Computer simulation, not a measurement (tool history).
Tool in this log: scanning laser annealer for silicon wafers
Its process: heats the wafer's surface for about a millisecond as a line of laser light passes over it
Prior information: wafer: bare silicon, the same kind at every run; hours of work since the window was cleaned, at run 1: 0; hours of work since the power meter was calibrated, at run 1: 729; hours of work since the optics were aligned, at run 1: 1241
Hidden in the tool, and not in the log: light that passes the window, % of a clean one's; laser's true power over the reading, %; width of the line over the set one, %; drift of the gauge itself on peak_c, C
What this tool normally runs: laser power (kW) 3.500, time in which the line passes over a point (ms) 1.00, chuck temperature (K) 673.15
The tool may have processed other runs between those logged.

run,hour,laser power (kW),time in which the line passes over a point (ms),chuck temperature (K),hours of work since the window was cleaned,hours of work since the power meter was calibrated,hours of work since the optics were aligned,highest temperature of the surface (K)
1,0.0,3.500,1.00,673.15,0,729,1241,1373.15
2,29.8,3.500,0.83,673.15,19,748,1260,1306.15
3,93.3,3.500,0.84,673.15,60,789,1301,1306.15
4,163.8,3.500,1.00,705.15,106,834,1346,1396.15
# hour 189.1: optics aligned, line set to its width
5,213.1,3.500,1.00,705.15,134,863,15,1405.15
6,276.2,3.500,1.00,710.15,175,904,56,1408.15
7,320.6,3.231,1.00,710.15,204,932,85,1359.15
8,367.6,3.231,1.00,710.15,234,963,115,1354.15
9,414.1,3.500,1.00,673.15,264,993,145,1366.15
10,469.2,3.500,1.00,673.15,299,1028,181,1366.15
11,525.4,3.500,1.00,673.15,336,1065,217,1360.15
12,584.5,3.500,1.00,673.15,374,1103,255,1362.15
13,633.3,3.500,1.00,673.15,405,1134,287,1359.15
14,675.2,3.500,1.00,673.15,432,1161,314,1358.15
15,712.6,3.500,1.00,696.15,457,1185,338,1382.15
16,779.6,3.500,1.00,696.15,500,1229,381,1375.15
17,832.5,3.500,1.00,696.15,534,1263,415,1374.15
18,890.7,3.500,1.00,696.15,571,1300,453,1373.15
19,936.3,3.500,1.00,650.15,601,1330,482,1326.15
20,970.2,3.500,1.00,642.15,623,1352,504,1318.15
21,1004.1,3.179,1.00,701.15,645,1373,526,1314.15
22,1070.3,3.179,1.00,701.15,687,1416,569,1317.15
# hour 1114.3: window over the wafer cleaned
23,1115.4,3.179,1.00,686.15,1,1444,596,1327.15
24,1147.8,3.179,1.00,686.15,22,1465,617,1328.15
25,1193.3,3.243,0.81,700.15,51,1494,647,1281.15
26,1262.1,3.500,1.09,673.15,95,1539,691,1407.15
27,1329.9,3.550,1.09,667.15,139,1582,735,1408.15
28,1391.5,3.842,0.79,653.15,179,1622,774,1321.15
29,1464.0,3.495,1.00,673.15,226,1669,821,1367.15
30,1536.5,3.309,1.19,694.15,272,1716,868,1414.15
31,1589.9,3.603,1.19,650.15,307,1750,902,1430.15
32,1655.0,3.048,1.19,680.15,349,1792,944,1342.15
33,1701.8,3.048,1.19,680.15,379,1822,975,1342.15
34,1756.6,3.048,1.19,680.15,414,1858,1010,1335.15
35,1789.9,3.571,1.00,701.15,436,1879,1031,1397.15
36,1853.8,3.571,1.00,701.15,477,1920,1073,1395.15
37,1914.6,3.372,1.25,694.15,516,1959,1112,1433.15

Run 38 has not been measured yet. What should we expect?
38,1944.2,3.500,0.74,673.15,535,1979,1131,?

highest temperature of the surface (K): 1250.15
On a tool with no hidden condition, and with the same random variation, this run would have come out at highest temperature of the surface (K) 1275.15.
